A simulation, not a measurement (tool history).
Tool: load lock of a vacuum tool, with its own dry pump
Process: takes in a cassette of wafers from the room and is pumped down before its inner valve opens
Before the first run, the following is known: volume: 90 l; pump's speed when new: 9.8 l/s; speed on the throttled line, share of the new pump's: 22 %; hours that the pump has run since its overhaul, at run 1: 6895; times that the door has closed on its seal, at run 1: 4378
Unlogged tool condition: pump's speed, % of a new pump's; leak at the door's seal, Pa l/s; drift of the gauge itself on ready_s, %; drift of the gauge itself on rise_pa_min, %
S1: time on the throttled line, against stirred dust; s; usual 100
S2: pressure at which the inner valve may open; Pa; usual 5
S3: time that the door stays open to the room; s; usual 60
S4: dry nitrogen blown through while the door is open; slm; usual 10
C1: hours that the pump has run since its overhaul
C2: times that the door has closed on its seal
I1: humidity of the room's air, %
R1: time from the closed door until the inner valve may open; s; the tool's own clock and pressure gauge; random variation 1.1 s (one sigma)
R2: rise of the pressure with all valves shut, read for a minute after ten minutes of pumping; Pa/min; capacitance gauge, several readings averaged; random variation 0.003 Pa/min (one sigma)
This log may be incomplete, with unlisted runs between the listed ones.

run	hour	S1	S2	S3	S4	C1	C2	I1	R1	R2
1	0	100	5	60	10	6895	4378	48.1	175.4	0.033
2	59.4	100	5	60	10	6954	4560	44.8	177.4	0.028
3	145.7	100	5	60	10	7040	4825	46.4	177	0.032
4	223.7	100	5	60	10	7118	5065	45.1	176.9	0.033
5	279.1	100	5	42	10	7174	5235	47.3	177.6	0.028
6	375.2	100	5	42	10	7270	5530	43.7	176.7	0.027
7	477.7	100	5	42	10	7372	5845	47.2	178.2	0.034
8	543.8	100	5	42	10	7438	6048	44.1	179	0.031
9	640.8	152	9	60	14	7535	6346	44.2	208.9	0.033
10	697.4	102	9	55	41	7592	6519	42.8	173.2	0.028
11	791.7	102	9	55	41	7686	6809	44.1	172.1	0.019
12	909.5	67	6	60	10	7804	7171	47.1	151.1	0.035
13	994.7	136	6	147	17	7889	7432	49.5	202.9	0.057

Predict each of these 3 candidate next runs independently; none follows another, all start after run 13:
A	1079.6	100	5	60	5	7974	7693	43	?	?
B	1079.6	67	10	60	9	7974	7693	44.3	?	?
C	1079.6	96	6	147	17	7974	7693	45.2	?	?

run	R1	R2
A	179.3	0.042
B	144.3	0.044
C	170.4	0.057
With no hidden state in the tool, these same runs would have given:
run	R1	R2
A	171.2	0.027
B	136.2	0.029
C	162.6	0.043
